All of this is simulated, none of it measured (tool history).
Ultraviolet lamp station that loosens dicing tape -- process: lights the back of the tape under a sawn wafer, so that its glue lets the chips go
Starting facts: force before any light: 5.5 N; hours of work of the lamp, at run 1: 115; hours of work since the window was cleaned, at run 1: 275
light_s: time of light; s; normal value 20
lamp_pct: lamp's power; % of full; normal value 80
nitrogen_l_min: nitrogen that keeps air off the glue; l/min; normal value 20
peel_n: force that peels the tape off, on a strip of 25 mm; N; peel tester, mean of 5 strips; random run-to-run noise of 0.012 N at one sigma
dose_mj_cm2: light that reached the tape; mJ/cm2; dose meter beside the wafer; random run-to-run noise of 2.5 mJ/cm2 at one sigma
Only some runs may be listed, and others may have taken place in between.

| run | hour | light_s | lamp_pct | nitrogen_l_min | hours of work of the lamp | hours of work since the window was cleaned | peel_n | dose_mj_cm2 |
|---|---|---|---|---|---|---|---|---|
| 1 | 0 | 20 | 80 | 20 | 115 | 275 | 0.64 | 266 |
| 2 | 8.3 | 20 | 80 | 20 | 119 | 280 | 0.613 | 267 |
| 3 | 13.5 | 20 | 80 | 34 | 122 | 282 | 0.477 | 259 |
| 4 | 18.6 | 20 | 80 | 10 | 124 | 285 | 1.009 | 263 |
| 5 | 24.1 | 20 | 80 | 20 | 127 | 288 | 0.645 | 260 |
| 6 | 29.9 | 20 | 80 | 20 | 130 | 291 | 0.668 | 261 |
| 7 | 38.1 | 20 | 80 | 20 | 135 | 295 | 0.648 | 264 |
| 8 | 43.2 | 20 | 80 | 20 | 137 | 298 | 0.656 | 260 |
| 9 | 50.9 | 20 | 80 | 20 | 141 | 302 | 0.656 | 263 |
| 10 | 58.5 | 20 | 80 | 20 | 145 | 306 | 0.669 | 259 |
| 11 | 62.3 | 20 | 73 | 20 | 147 | 308 | 0.798 | 234 |
| 12 | 70.6 | 20 | 73 | 20 | 152 | 312 | 0.759 | 241 |
| 13 | 75.4 | 20 | 80 | 7 | 154 | 315 | 1.223 | 257 |
| 14 | 81.6 | 20 | 80 | 7 | 157 | 318 | 1.185 | 259 |
| 15 | 90.7 | 20 | 80 | 7 | 162 | 323 | 1.199 | 257 |
|  | 92 | window cleaned of glue's vapour |
| 16 | 96 | 20 | 80 | 7 | 165 | 2 | 1.232 | 248 |
| 17 | 101.5 | 20 | 80 | 7 | 167 | 5 | 1.271 | 249 |
| 18 | 110 | 20 | 80 | 7 | 172 | 9 | 1.328 | 249 |
| 19 | 116 | 20 | 80 | 7 | 175 | 13 | 1.27 | 243 |
| 20 | 122.1 | 20 | 80 | 7 | 178 | 16 | 1.284 | 249 |
|  | 128.8 | window cleaned of glue's vapour, once more |
| 21 | 130.1 | 20 | 80 | 7 | 182 | 1 | 1.067 | 273 |
| 22 | 135 | 38 | 80 | 7 | 185 | 3 | 0.292 | 522 |
| 23 | 140.4 | 11 | 94 | 6 | 188 | 6 | 2.08 | 178 |
| 24 | 148.7 | 11 | 94 | 6 | 192 | 10 | 1.941 | 176 |
| 25 | 155.1 | 20 | 89 | 33 | 195 | 14 | 0.343 | 308 |
| 26 | 159.3 | 13 | 85 | 7 | 198 | 16 | 1.811 | 188 |
| 27 | 163 | 19 | 85 | 34 | 199 | 18 | 0.432 | 269 |
| 28 | 169.5 | 20 | 72 | 6 | 203 | 21 | 1.379 | 243 |
| 29 | 175.6 | 20 | 72 | 6 | 206 | 25 | 1.415 | 241 |
| 30 | 182 | 23 | 80 | 34 | 209 | 28 | 0.32 | 309 |
| 31 | 189.9 | 23 | 80 | 34 | 214 | 32 | 0.313 | 313 |
| 32 | 197.8 | 24 | 90 | 8 | 218 | 36 | 0.571 | 368 |
| 33 | 204.3 | 24 | 89 | 17 | 221 | 40 | 0.363 | 359 |
| 34 | 210 | 13 | 80 | 20 | 224 | 43 | 1.275 | 173 |
| 35 | 214.8 | 10 | 73 | 20 | 227 | 45 | 2.001 | 125 |
| 36 | 218.7 | 33 | 79 | 20 | 229 | 47 | 0.181 | 442 |
| 37 | 224.9 | 20 | 63 | 11 | 232 | 50 | 1.307 | 215 |
| 38 | 232.3 | 23 | 90 | 6 | 236 | 54 | 0.81 | 346 |
| 39 | 236.6 | 18 | 80 | 20 | 238 | 57 | 0.771 | 243 |
| 40 | 243.9 | 18 | 80 | 20 | 242 | 60 | 0.742 | 243 |
| 41 | 249.9 | 10 | 80 | 20 | 245 | 64 | 1.837 | 132 |
| 42 | 256.2 | 10 | 85 | 10 | 248 | 67 | 2.079 | 139 |
| 43 | 260.5 | 35 | 80 | 28 | 251 | 69 | 0.132 | 466 |

3 options for the next run, each taken on its own from the tool as it stands now. Forecast them:
| A | 267.3 | 20 | 94 | 20 | 254 | 73 | ? | ? |
| B | 267.3 | 10 | 90 | 12 | 254 | 73 | ? | ? |
| C | 267.3 | 13 | 88 | 21 | 254 | 73 | ? | ? |

| run | peel_n | dose_mj_cm2 |
|---|---|---|
| A | 0.449 | 316 |
| B | 1.903 | 149 |
| C | 1.113 | 192 |
What these runs would have given with no unlogged condition in the tool:
| run | peel_n | dose_mj_cm2 |
|---|---|---|
| A | 0.373 | 342 |
| B | 1.745 | 161 |
| C | 0.979 | 208 |
